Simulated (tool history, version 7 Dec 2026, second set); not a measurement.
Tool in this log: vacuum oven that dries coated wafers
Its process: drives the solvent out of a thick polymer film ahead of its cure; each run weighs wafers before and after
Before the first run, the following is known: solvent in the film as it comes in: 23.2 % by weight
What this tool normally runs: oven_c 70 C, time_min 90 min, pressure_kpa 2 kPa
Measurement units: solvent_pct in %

run	hour	oven_c	time_min	pressure_kpa	solvent_pct
1	0	70	90	2	4.15
2	37.1	70	90	2	4.16
3	99.3	60	90	2	7.67
4	151.4	60	90	2	7.63
5	203.7	60	90	2	7.73
6	232.1	60	90	2	7.65
7	275.4	60	90	2	7.65
8	326.9	60	90	2	7.6
9	372.3	70	90	7.81	7.37
10	407.3	70	90	7.81	7.31
11	466.8	70	90	7.81	7.47
# hour 529.2: vacuum gauge cleaned of residue and calibrated
12	529.2	70	90	2	3.68
13	580.6	70	90	2	3.66
14	640.1	70	90	2	3.62
# hour 646.9: oven's thermocouples calibrated
15	688.2	70	90	2	3.32
16	750.2	70	120	2	2.22
# hour 771.8: oven's thermocouples calibrated, once more
17	781.5	70	120	2	2.97
18	837.6	70	90	2	4.3
19	882.7	70	90	2	4.2
20	936.6	70	90	2	4.22
21	967.6	70	90	2	4.22
22	1001.3	70	90	2	4.25
23	1040.1	70	90	2	4.22
24	1094.7	62	145	6.01	7.83
25	1135.6	62	57	2.64	10.17
26	1166.9	82	70	6	3.94
27	1202.3	74	110	1.22	1.96
28	1248.8	65	90	2	5.82
29	1276.3	74	83	2	3.44
30	1318	59	111	2.41	7.11
31	1378.7	59	111	2.41	7.2
32	1408.1	71	52	2.41	7.22
33	1462.9	61	47	5.27	13.12
34	1505.4	70	70	2	5.48
35	1535.5	70	91	5.6	6.2
36	1562.2	81	91	1.65	1.52
37	1607.8	78	95	6.55	4.1
38	1669.1	70	90	4.12	5.34
39	1699.1	70	144	1.21	1.77
40	1756.3	70	144	1.21	1.86
41	1792.9	62	50	1.47	10.1
42	1822.4	69	48	1.47	7.86

What does the tool deliver on the next run?
43	1868.5	68	91	1.47	?

{"run 43": {"solvent_pct": 4.16}}
Minus the tool's unlogged condition, the same run would have read solvent_pct 4.4 %.

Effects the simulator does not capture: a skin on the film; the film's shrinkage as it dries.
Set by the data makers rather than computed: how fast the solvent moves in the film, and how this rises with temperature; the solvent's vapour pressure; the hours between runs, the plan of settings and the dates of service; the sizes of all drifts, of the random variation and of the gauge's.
